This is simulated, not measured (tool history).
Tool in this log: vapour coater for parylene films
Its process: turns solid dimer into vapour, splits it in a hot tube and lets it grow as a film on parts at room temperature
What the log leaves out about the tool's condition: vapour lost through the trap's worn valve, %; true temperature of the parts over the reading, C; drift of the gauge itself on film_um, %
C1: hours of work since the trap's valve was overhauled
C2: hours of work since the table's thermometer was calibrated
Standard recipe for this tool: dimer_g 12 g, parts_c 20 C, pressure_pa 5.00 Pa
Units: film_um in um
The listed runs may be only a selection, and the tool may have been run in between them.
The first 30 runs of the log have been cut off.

Run 31, hour 1761.1: usual settings but dimer_g 16 g, parts_c 31 C, pressure_pa 2.14 Pa; C1 378; C2 213. Result: film_um 9.67 um.
At hour 1788.2: trap's valve overhauled.
Run 32, hour 1801.5: usual settings but dimer_g 16 g, parts_c 31 C, pressure_pa 2.14 Pa; C1 6; C2 229. Result: film_um 9.63 um.
Run 33, hour 1881.2: usual settings but parts_c 31 C; C1 40; C2 263. Result: film_um 6.44 um.
Run 34, hour 1937.4: usual settings but parts_c 31 C; C1 64; C2 287. Result: film_um 6.37 um.
Run 35, hour 1981.9: usual settings but dimer_g 15 g, parts_c 15 C, pressure_pa 2.32 Pa; C1 83; C2 307. Result: film_um 11.43 um.
Run 36, hour 2059.1: usual settings but dimer_g 15 g, parts_c 15 C, pressure_pa 2.32 Pa; C1 117; C2 340. Result: film_um 11.40 um.
Run 37, hour 2115.4: usual settings but dimer_g 20 g, parts_c 14 C, pressure_pa 2.27 Pa; C1 141; C2 364. Result: film_um 15.39 um.
Run 38, hour 2152.9: usual settings but dimer_g 5 g, parts_c 13 C; C1 157; C2 380. Result: film_um 3.51 um.
Run 39, hour 2211.6: usual settings but parts_c 30 C, pressure_pa 2.41 Pa; C1 182; C2 405. Result: film_um 7.17 um.
Run 40, hour 2285.0: usual settings but dimer_g 15 g; C1 214; C2 437. Result: film_um 9.45 um.
Run 41, hour 2345.2: usual settings but dimer_g 18 g, parts_c 26 C, pressure_pa 6.67 Pa; C1 240; C2 463. Result: film_um 10.03 um.
Run 42, hour 2416.0: usual settings but dimer_g 15 g, parts_c 23 C, pressure_pa 6.67 Pa; C1 270; C2 493. Result: film_um 8.73 um.
Run 43, hour 2462.7: usual settings but dimer_g 15 g, parts_c 23 C, pressure_pa 6.67 Pa; C1 290; C2 513. Result: film_um 8.70 um.
Run 44, hour 2503.7: usual settings but pressure_pa 5.69 Pa; C1 308; C2 531. Result: film_um 7.48 um.
Run 45, hour 2542.3: usual settings but pressure_pa 5.69 Pa; C1 325; C2 548. Result: film_um 7.41 um.
Run 46, hour 2580.0: usual settings but dimer_g 15 g; C1 341; C2 564. Result: film_um 9.42 um.

5 options for the next run, each taken on its own from the tool as it stands now. Forecast them:
Run A, hour 2634.2: usual settings but dimer_g 16 g, parts_c 26 C; C1 364; C2 587. Result: film_um ?.
Run B, hour 2634.2: usual settings but pressure_pa 5.03 Pa; C1 364; C2 587. Result: film_um ?.
Run C, hour 2634.2: usual settings but dimer_g 15 g, pressure_pa 11.32 Pa; C1 364; C2 587. Result: film_um ?.
Run D, hour 2634.2: usual settings but dimer_g 10 g, parts_c 25 C, pressure_pa 5.93 Pa; C1 364; C2 587. Result: film_um ?.
Run E, hour 2634.2: usual settings but pressure_pa 3.91 Pa; C1 364; C2 587. Result: film_um ?.

run  film_um
  A     9.30
  B     7.52
  C     8.54
  D     5.71
  E     7.84
Stripped of hidden state, with their random variation kept, the same runs would have yielded:
run  film_um
  A     9.34
  B     7.55
  C     8.57
  D     5.74
  E     7.87
